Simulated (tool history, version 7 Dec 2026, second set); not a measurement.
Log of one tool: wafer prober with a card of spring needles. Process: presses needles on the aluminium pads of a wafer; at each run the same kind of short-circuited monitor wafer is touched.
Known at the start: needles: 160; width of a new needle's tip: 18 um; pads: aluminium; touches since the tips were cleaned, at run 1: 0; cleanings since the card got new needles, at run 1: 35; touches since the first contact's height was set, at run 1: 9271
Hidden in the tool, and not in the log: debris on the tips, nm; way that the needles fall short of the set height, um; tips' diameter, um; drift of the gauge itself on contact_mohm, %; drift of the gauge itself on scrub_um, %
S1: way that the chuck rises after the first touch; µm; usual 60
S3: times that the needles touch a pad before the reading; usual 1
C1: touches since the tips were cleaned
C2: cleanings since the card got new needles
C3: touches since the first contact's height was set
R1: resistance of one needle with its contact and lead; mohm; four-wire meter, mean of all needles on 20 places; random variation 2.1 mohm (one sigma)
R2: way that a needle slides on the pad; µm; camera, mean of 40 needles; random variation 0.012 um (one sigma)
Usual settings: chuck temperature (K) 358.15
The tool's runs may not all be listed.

run 1 day=0.000 | S1=60 chuck_temperature_(K)=358.15 S3=1 | C1=0 C2=35 C3=9271 | R1=231 R2=10.02
-- day=0.767 tips cleaned on abrasive film
run 2 day=0.892 | S1=60 chuck_temperature_(K)=358.15 S3=1 | C1=1500 C2=36 C3=20000 | R1=270 R2=10.01
run 3 day=1.338 | S1=60 chuck_temperature_(K)=358.15 S3=1 | C1=6910 C2=36 C3=25410 | R1=305 R2=10.02
-- day=1.546 tips cleaned on abrasive film
run 4 day=2.100 | S1=60 chuck_temperature_(K)=358.15 S3=1 | C1=6690 C2=37 C3=34534 | R1=300 R2=10.00
-- day=2.342 tips cleaned on abrasive film
run 5 day=2.771 | S1=60 chuck_temperature_(K)=358.15 S3=1 | C1=5182 C2=38 C3=42634 | R1=300 R2=9.99
-- day=3.112 tips cleaned on abrasive film
run 6 day=3.400 | S1=60 chuck_temperature_(K)=358.15 S3=1 | C1=3469 C2=39 C3=50186 | R1=295 R2=9.99
-- day=3.917 tips cleaned on abrasive film
run 7 day=3.917 | S1=60 chuck_temperature_(K)=358.15 S3=1 | C1=0 C2=40 C3=56358 | R1=241 R2=9.96
run 8 day=4.379 | S1=60 chuck_temperature_(K)=358.15 S3=1 | C1=5618 C2=40 C3=61976 | R1=302 R2=9.98
-- day=4.675 tips cleaned on abrasive film
-- day=5.208 height of the first contact set anew
-- day=5.429 tips cleaned on abrasive film
run 9 day=5.429 | S1=60 chuck_temperature_(K)=358.15 S3=1 | C1=0 C2=42 C3=2620 | R1=238 R2=10.03
-- day=6.171 tips cleaned on abrasive film
run 10 day=6.338 | S1=60 chuck_temperature_(K)=358.15 S3=2 | C1=2004 C2=43 C3=13555 | R1=261 R2=10.03
-- day=6.917 tips cleaned on abrasive film
run 11 day=7.325 | S1=60 chuck_temperature_(K)=358.15 S3=1 | C1=4949 C2=44 C3=25466 | R1=303 R2=10.01
-- day=7.725 tips cleaned on abrasive film
run 12 day=7.942 | S1=60 chuck_temperature_(K)=358.15 S3=1 | C1=2626 C2=45 C3=32883 | R1=286 R2=10.02
-- day=8.467 tips cleaned on abrasive film
run 13 day=8.692 | S1=60 chuck_temperature_(K)=358.15 S3=1 | C1=2739 C2=46 C3=41903 | R1=289 R2=9.97
-- day=9.233 tips cleaned on abrasive film
run 14 day=9.646 | S1=60 chuck_temperature_(K)=358.15 S3=3 | C1=4977 C2=47 C3=53362 | R1=253 R2=9.99
-- day=9.988 tips cleaned on abrasive film
run 15 day=10.575 | S1=60 chuck_temperature_(K)=358.15 S3=3 | C1=7128 C2=48 C3=64564 | R1=260 R2=9.98
-- day=10.779 tips cleaned on abrasive film
-- day=11.221 height of the first contact set anew
run 16 day=11.221 | S1=60 chuck_temperature_(K)=358.15 S3=2 | C1=5192 C2=49 C3=0 | R1=271 R2=10.04
-- day=11.583 tips cleaned on abrasive film
run 17 day=11.988 | S1=74 chuck_temperature_(K)=373.15 S3=2 | C1=4911 C2=50 C3=9222 | R1=261 R2=12.38
-- day=12.346 tips cleaned on abrasive film
run 18 day=12.962 | S1=74 chuck_temperature_(K)=390.15 S3=2 | C1=7426 C2=51 C3=20923 | R1=269 R2=12.38
-- day=13.133 tips cleaned on abrasive film
-- day=13.900 tips cleaned on abrasive film
run 19 day=13.900 | S1=73 chuck_temperature_(K)=332.15 S3=3 | C1=0 C2=53 C3=32164 | R1=229 R2=12.17
-- day=14.662 tips cleaned on abrasive film
run 20 day=14.883 | S1=73 chuck_temperature_(K)=349.15 S3=1 | C1=2669 C2=54 C3=44033 | R1=270 R2=12.17
-- day=15.425 tips cleaned on abrasive film
run 21 day=15.654 | S1=50 chuck_temperature_(K)=298.15 S3=3 | C1=2800 C2=55 C3=53293 | R1=252 R2=8.32
run 22 day=16.150 | S1=50 chuck_temperature_(K)=298.15 S3=3 | C1=8776 C2=55 C3=59269 | R1=257 R2=8.32
-- day=16.212 tips cleaned on abrasive film
run 23 day=16.600 | S1=66 chuck_temperature_(K)=346.15 S3=1 | C1=4719 C2=56 C3=64681 | R1=287 R2=10.96
-- day=16.954 tips cleaned on abrasive film
-- day=17.225 height of the first contact set anew
run 24 day=17.567 | S1=66 chuck_temperature_(K)=346.15 S3=1 | C1=7264 C2=57 C3=4094 | R1=294 R2=11.06
-- day=17.742 tips cleaned on abrasive film
run 25 day=18.412 | S1=54 chuck_temperature_(K)=346.15 S3=2 | C1=8109 C2=58 C3=14284 | R1=284 R2=9.01
-- day=18.512 tips cleaned on abrasive film
run 26 day=19.154 | S1=44 chuck_temperature_(K)=322.15 S3=1 | C1=7761 C2=59 C3=23200 | R1=369 R2=7.34
-- day=19.317 tips cleaned on abrasive film
run 27 day=19.621 | S1=56 chuck_temperature_(K)=358.15 S3=1 | C1=3672 C2=60 C3=28777 | R1=305 R2=9.37
-- day=20.125 tips cleaned on abrasive film
run 28 day=20.392 | S1=66 chuck_temperature_(K)=358.15 S3=2 | C1=3206 C2=61 C3=38035 | R1=261 R2=11.01
-- day=20.896 tips cleaned on abrasive film
run 29 day=21.304 | S1=66 chuck_temperature_(K)=358.15 S3=2 | C1=4952 C2=62 C3=49057 | R1=272 R2=11.02
-- day=21.650 tips cleaned on abrasive film
run 30 day=21.929 | S1=48 chuck_temperature_(K)=358.15 S3=2 | C1=3362 C2=63 C3=56543 | R1=291 R2=7.99
-- day=22.429 tips cleaned on abrasive film
run 31 day=22.671 | S1=67 chuck_temperature_(K)=358.15 S3=2 | C1=2938 C2=64 C3=65454 | R1=259 R2=11.14

4 ways to go on from here, each from the tool as it stands after run 31. What would each give?
-- day=23.254 tips cleaned on abrasive film
-- day=23.267 height of the first contact set anew
run A day=23.671 | S1=46 chuck_temperature_(K)=364.15 S3=2 | C1=4854 C2=65 C3=4854 | R1=? R2=?
-- day=23.254 tips cleaned on abrasive film
-- day=23.267 height of the first contact set anew
run B day=23.671 | S1=79 chuck_temperature_(K)=377.15 S3=1 | C1=4854 C2=65 C3=4854 | R1=? R2=?
-- day=23.254 tips cleaned on abrasive film
-- day=23.267 height of the first contact set anew
run C day=23.671 | S1=60 chuck_temperature_(K)=321.15 S3=1 | C1=4854 C2=65 C3=4854 | R1=? R2=?
-- day=23.254 tips cleaned on abrasive film
-- day=23.267 height of the first contact set anew
run D day=23.671 | S1=55 chuck_temperature_(K)=341.15 S3=1 | C1=4854 C2=65 C3=4854 | R1=? R2=?

run=A R1=302 R2=7.72
run=B R1=276 R2=13.24
run=C R1=293 R2=10.05
run=D R1=311 R2=9.22
Without the tool's hidden state the same runs would have given:
run=A R1=236 R2=7.72
run=B R1=235 R2=13.24
run=C R1=221 R2=10.05
run=D R1=228 R2=9.22
